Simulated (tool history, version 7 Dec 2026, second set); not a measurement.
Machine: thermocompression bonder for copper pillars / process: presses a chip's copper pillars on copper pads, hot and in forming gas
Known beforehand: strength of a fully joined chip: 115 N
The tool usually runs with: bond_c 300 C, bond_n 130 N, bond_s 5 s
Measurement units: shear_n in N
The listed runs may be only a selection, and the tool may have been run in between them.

run,hour,bond_c,bond_n,bond_s,shear_n
1,0,300,130,5,74.6
2,15.6,300,130,3,63
3,25.4,300,130,3,62.5
4,37,300,130,5,74.1
5,51.7,300,130,5,74
6,61.3,300,130,5,72.7
7,77.9,300,130,3,63.6
8,97.4,300,130,3,62.5
9,117,300,130,3,63.8
10,130.4,300,130,7,81.7
11,146.5,300,126,5,72.4
12,167.6,300,126,5,72.8
13,177.3,300,126,5,73.1
14,192.5,300,126,5,74.2
15,212.2,300,126,5,73.5
16,233.2,300,126,5,72.3
17,246,300,130,5,74
18,264.2,302,130,5,73
19,280,284,183,3,67.1
20,297.5,284,183,4,72.8
21,311.7,284,183,4,73.8
22,332.1,328,145,12,106.5
23,347,328,145,12,105.9
24,364.8,296,135,3,63
25,386.3,278,153,3,58.3
26,402,278,93,3,40.9
27,417.6,282,145,5,69
28,433.7,282,145,5,66.8
29,454.5,282,145,5,69.1
30,470.6,329,110,11,95.5
31,481.2,329,110,11,97
32,494.2,271,130,5,57.6
33,512.8,271,130,5,56.6
34,530.2,271,130,5,56.8
35,548.2,300,130,5,74.3

Between the runs listed above, the log contained 3 entries, not reproduced here. Where in the sequence does each belong, and how does what the log doesn't record of the tool's condition differ from the listed run before to the listed run after?
After run 8, before run 9: forming gas filter changed (hour 103.5)
  oxide that the forming gas leaves, % of the face: 0.64 -> 0.51
After run 10, before run 11: heater calibrated with a thermocouple chip (hour 145.1)
  true temperature of the bond over the reading, C: 0.8 -> 0
After run 24, before run 25: forming gas filter changed (hour 366.8)
  oxide that the forming gas leaves, % of the face: 0.65 -> 0.51
